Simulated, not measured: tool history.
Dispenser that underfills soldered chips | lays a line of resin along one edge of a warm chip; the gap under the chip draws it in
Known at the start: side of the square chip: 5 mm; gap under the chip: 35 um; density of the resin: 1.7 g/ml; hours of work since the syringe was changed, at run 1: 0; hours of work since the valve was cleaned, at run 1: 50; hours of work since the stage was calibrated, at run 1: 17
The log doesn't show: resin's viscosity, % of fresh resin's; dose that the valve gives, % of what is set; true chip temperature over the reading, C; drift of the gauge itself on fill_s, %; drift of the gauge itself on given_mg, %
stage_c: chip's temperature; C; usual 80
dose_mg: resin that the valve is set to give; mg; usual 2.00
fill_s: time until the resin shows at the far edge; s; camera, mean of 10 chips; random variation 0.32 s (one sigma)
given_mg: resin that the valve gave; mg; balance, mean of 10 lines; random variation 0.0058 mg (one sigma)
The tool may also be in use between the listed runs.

run    day  stage_c  dose_mg  hours of work since the syringe was changed  hours of work since the valve was cleaned  hours of work since the stage was calibrated  fill_s  given_mg
  1  0.000       80     2.00                                            0                                         50                                            17    10.9     1.911
  2  0.242       85     2.00                                            5                                         55                                            22    15.1     1.906
     0.496  -- new syringe of resin
  3  0.562       85     2.00                                            1                                         61                                            28     9.8     1.893
  4  0.938       84     2.00                                            8                                         68                                            35    18.9     1.889
     1.004  -- new syringe of resin
  5  1.133       84     2.38                                            2                                         71                                            38    10.5     2.239
     1.192  -- dispensing valve cleaned and set on the balance
  6  1.350       84     2.38                                            6                                          3                                            41    15.7     2.363
     1.542  -- new syringe of resin
  7  1.542       84     2.38                                            0                                          6                                            45     8.5     2.357
  8  1.838       84     2.38                                            6                                         12                                            50    14.1     2.360
     2.046  -- new syringe of resin
  9  2.238       84     2.38                                            4                                         19                                            58    11.7     2.342
     2.542  -- new syringe of resin
 10  2.600       80     2.00                                            1                                         26                                            64    12.7     1.956
 11  2.850       80     2.16                                            6                                         30                                            69    17.5     2.097
     3.050  -- new syringe of resin
 12  3.138       80     2.16                                            2                                         36                                            74    12.1     2.091
 13  3.329       80     2.16                                            5                                         39                                            78    16.1     2.074
 14  3.525       80     2.16                                            9                                         43                                            81    23.1     2.067
     3.562  -- new syringe of resin
 15  3.758       80     2.16                                            4                                         47                                            86    14.0     2.068
     4.058  -- new syringe of resin
 16  4.079       80     2.34                                            0                                         53                                            91    10.5     2.224
 17  4.338       80     2.00                                            5                                         58                                            96    16.4     1.895
     4.567  -- new syringe of resin
 18  4.733       91     2.00                                            3                                         65                                           103     8.6     1.878
 19  4.967       89     1.98                                            7                                         69                                           108    14.8     1.849
     5.071  -- new syringe of resin
     5.146  -- dispensing valve cleaned and set on the balance
 20  5.204       80     2.03                                            2                                          1                                           111    12.2     2.024
     5.604  -- new syringe of resin
 21  5.612       80     2.03                                            0                                          9                                           119    10.9     2.015
 22  5.879       80     2.03                                            5                                         14                                           124    17.2     2.017
     6.133  -- new syringe of resin
 23  6.200       80     2.03                                            1                                         19                                           129    11.6     2.000
 24  6.500       80     2.03                                            7                                         25                                           135    18.4     1.989
     6.638  -- new syringe of resin
 25  6.738       69     1.96                                            2                                         29                                           139    19.3     1.909
 26  6.938       69     1.96                                            6                                         33                                           143    26.6     1.907
     7.146  -- new syringe of resin
 27  7.200       69     1.96                                            1                                         38                                           148    17.5     1.902
 28  7.438       74     2.09                                            5                                         42                                           152    20.7     2.013
     7.650  -- new syringe of resin
 29  7.817       69     1.76                                            3                                         49                                           159    22.3     1.677
 30  8.067       69     2.34                                            8                                         54                                           164    29.9     2.230
     8.171  -- new syringe of resin
 31  8.358       76     2.00                                            4                                         59                                           169    16.7     1.902
 32  8.550       76     2.00                                            7                                         63                                           173    22.1     1.886
     8.662  -- new syringe of resin
 33  8.775       91     1.91                                            2                                         67                                           177     8.2     1.799
     9.104  -- dispensing valve cleaned and set on the balance
 34  9.142       68     1.78                                            8                                          1                                           183    34.0     1.794
     9.204  -- new syringe of resin
 35  9.325       67     2.20                                            2                                          4                                           186    20.1     2.208

Hidden state or all else? Some run-to-run changes of fill_s, split into what the settings, what came in and random variation would give without the hidden state, and what is left for the hidden state (with any gauge scatter that isn't in both results):
Run 30 -> 31: stage_c 69 -> 76, dose_mg 2.34 -> 2.00, new syringe of resin. fill_s -13.2 s: hidden state -10.2, all else -3.0.
Run 32 -> 33: stage_c 76 -> 91, dose_mg 2.00 -> 1.91, new syringe of resin. fill_s -13.9 s: hidden state -8.5, all else -5.4.
Run 33 -> 34: stage_c 91 -> 68, dose_mg 1.91 -> 1.78, dispensing valve cleaned and set on the balance. fill_s +25.8 s: hidden state +15.2, all else +10.6.
Run 34 -> 35: stage_c 68 -> 67, dose_mg 1.78 -> 2.20, new syringe of resin. fill_s -13.9 s: hidden state -13.5, all else -0.4.

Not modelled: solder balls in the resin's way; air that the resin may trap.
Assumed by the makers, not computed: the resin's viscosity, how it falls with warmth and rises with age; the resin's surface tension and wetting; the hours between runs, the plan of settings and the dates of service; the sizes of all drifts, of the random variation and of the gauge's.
